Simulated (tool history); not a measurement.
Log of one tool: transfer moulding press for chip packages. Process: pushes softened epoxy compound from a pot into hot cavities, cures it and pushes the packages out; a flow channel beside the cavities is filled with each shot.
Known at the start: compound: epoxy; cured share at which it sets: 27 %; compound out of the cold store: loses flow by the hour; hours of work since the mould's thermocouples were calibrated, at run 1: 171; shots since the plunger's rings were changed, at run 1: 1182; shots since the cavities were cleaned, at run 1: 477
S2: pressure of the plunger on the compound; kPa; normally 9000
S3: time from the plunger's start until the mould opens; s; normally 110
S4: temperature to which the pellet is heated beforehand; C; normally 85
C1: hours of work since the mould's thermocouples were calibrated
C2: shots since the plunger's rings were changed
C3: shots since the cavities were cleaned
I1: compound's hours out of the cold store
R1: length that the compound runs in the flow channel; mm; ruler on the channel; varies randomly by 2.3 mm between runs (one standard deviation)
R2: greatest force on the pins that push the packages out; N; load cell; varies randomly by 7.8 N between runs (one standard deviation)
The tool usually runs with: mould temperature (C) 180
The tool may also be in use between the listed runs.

Run 1, hour 0: usual settings; C1 171; C2 1182; C3 477; I1 10.4. Result: R1 763 mm, R2 478 N.
At hour 5.2: cavities cleaned with cleaning compound and waxed.
Run 2, hour 11: usual settings but S4 82 C; C1 175; C2 1245; C3 38; I1 21. Result: R1 708 mm, R2 341 N.
Run 3, hour 17.5: usual settings but S4 82 C; C1 178; C2 1288; C3 81; I1 19.2. Result: R1 712 mm, R2 383 N.
Run 4, hour 22.3: usual settings but S4 82 C; C1 179; C2 1319; C3 112; I1 22.7. Result: R1 696 mm, R2 387 N.
Run 5, hour 32.1: usual settings but S4 82 C; C1 183; C2 1384; C3 177; I1 11.2. Result: R1 756 mm, R2 418 N.
Run 6, hour 37.9: usual settings; C1 186; C2 1422; C3 215; I1 35.8. Result: R1 639 mm, R2 370 N.
Run 7, hour 47.9: usual settings; C1 190; C2 1488; C3 281; I1 45.9. Result: R1 595 mm, R2 385 N.
Run 8, hour 59.8: usual settings; C1 195; C2 1566; C3 359; I1 24.7. Result: R1 690 mm, R2 427 N.
Run 9, hour 67.2: usual settings; C1 198; C2 1615; C3 408; I1 39.8. Result: R1 620 mm, R2 424 N.
Run 10, hour 78.9: usual settings but S2 8840 kPa; C1 202; C2 1691; C3 484; I1 18.6. Result: R1 707 mm, R2 471 N.
At hour 82.7: cavities cleaned with cleaning compound and waxed.
Run 11, hour 88.5: usual settings but S2 8840 kPa; C1 206; C2 1745; C3 38; I1 31.1. Result: R1 656 mm, R2 345 N.
Run 12, hour 93.7: usual settings but S2 8840 kPa; C1 208; C2 1779; C3 72; I1 46.2. Result: R1 587 mm, R2 329 N.
Run 13, hour 101.2: usual settings but S2 8840 kPa; C1 211; C2 1828; C3 121; I1 18.8. Result: R1 707 mm, R2 377 N.
Run 14, hour 113: usual settings but S2 8840 kPa; C1 216; C2 1906; C3 199; I1 26.4. Result: R1 668 mm, R2 390 N.
Run 15, hour 123.2: usual settings but S3 133 s; C1 220; C2 1973; C3 266; I1 19.4. Result: R1 705 mm, R2 324 N.
Run 16, hour 128.7: usual settings but S2 7440 kPa, S3 133 s, S4 86 C; C1 222; C2 2009; C3 302; I1 43.9. Result: R1 544 mm, R2 328 N.
Run 17, hour 140.4: usual settings but S2 7310 kPa, S3 120 s; C1 227; C2 2086; C3 379; I1 45.3. Result: R1 536 mm, R2 363 N.
Run 18, hour 146.5: usual settings but S2 9050 kPa, S3 120 s, S4 93 C; C1 229; C2 2126; C3 419; I1 39. Result: R1 623 mm, R2 380 N.
Run 19, hour 157: usual settings but S2 8430 kPa, S3 120 s, S4 93 C; C1 233; C2 2195; C3 488; I1 15.1. Result: R1 707 mm, R2 400 N.
At hour 159.8: cavities cleaned with cleaning compound and waxed.
Run 20, hour 166.6: usual settings but mould temperature (C) 172, S2 8910 kPa, S3 109 s, S4 94 C; C1 237; C2 2248; C3 44; I1 23.5. Result: R1 707 mm, R2 614 N.
Run 21, hour 172.4: usual settings but mould temperature (C) 172, S2 8910 kPa, S3 109 s, S4 89 C; C1 239; C2 2286; C3 82; I1 48. Result: R1 597 mm, R2 575 N.
Run 22, hour 179.1: usual settings but mould temperature (C) 172, S2 8910 kPa, S3 109 s, S4 89 C; C1 242; C2 2331; C3 127; I1 17.6. Result: R1 732 mm, R2 702 N.
Run 23, hour 186.2: usual settings but mould temperature (C) 182, S2 10890 kPa, S3 97 s, S4 77 C; C1 245; C2 2377; C3 173; I1 11. Result: R1 816 mm, R2 483 N.
Run 24, hour 193.7: usual settings but mould temperature (C) 182, S2 8450 kPa, S3 91 s, S4 77 C; C1 248; C2 2426; C3 222; I1 39.2. Result: R1 594 mm, R2 501 N.
Run 25, hour 199.8: usual settings but mould temperature (C) 182, S2 8450 kPa, S3 91 s, S4 77 C; C1 250; C2 2466; C3 262; I1 43.5. Result: R1 577 mm, R2 502 N.
Run 26, hour 208: usual settings but mould temperature (C) 182, S2 8450 kPa, S3 91 s, S4 77 C; C1 253; C2 2520; C3 316; I1 10.4. Result: R1 725 mm, R2 602 N.
Run 27, hour 217.8: usual settings but mould temperature (C) 182, S2 8450 kPa, S3 91 s, S4 77 C; C1 257; C2 2585; C3 381; I1 42.8. Result: R1 583 mm, R2 518 N.
Run 28, hour 226.2: usual settings but mould temperature (C) 182, S2 8450 kPa, S3 91 s, S4 77 C; C1 261; C2 2640; C3 436; I1 22.7. Result: R1 663 mm, R2 618 N.
At hour 237.3: cavities cleaned with cleaning compound and waxed.
Run 29, hour 239.3: usual settings but mould temperature (C) 182, S2 8450 kPa, S3 91 s, S4 77 C; C1 265; C2 2716; C3 13; I1 28.8. Result: R1 637 mm, R2 406 N.

Alternative continuations, all from the tool just after run 29; predict every row:
Run A, hour 249.7: usual settings but mould temperature (C) 182, S2 8800 kPa, S3 91 s, S4 77 C; C1 270; C2 2785; C3 82; I1 27.3. Result: R1 ?, R2 ?.
Run B, hour 249.7: usual settings but mould temperature (C) 186, S2 8450 kPa, S3 91 s, S4 77 C; C1 270; C2 2785; C3 82; I1 28.3. Result: R1 ?, R2 ?.
Run C, hour 249.7: usual settings but S2 10210 kPa, S3 101 s; C1 270; C2 2785; C3 82; I1 10.5. Result: R1 ?, R2 ?.
Run D, hour 249.7: usual settings but mould temperature (C) 182, S2 10500 kPa, S3 107 s, S4 77 C; C1 270; C2 2785; C3 82; I1 38.1. Result: R1 ?, R2 ?.

run   R1   R2
  A  657  471
  B  630  369
  C  798  439
  D  666  328
With no hidden state in the tool, these same runs would have given:
run   R1   R2
  A  673  435
  B  645  340
  C  818  406
  D  682  302
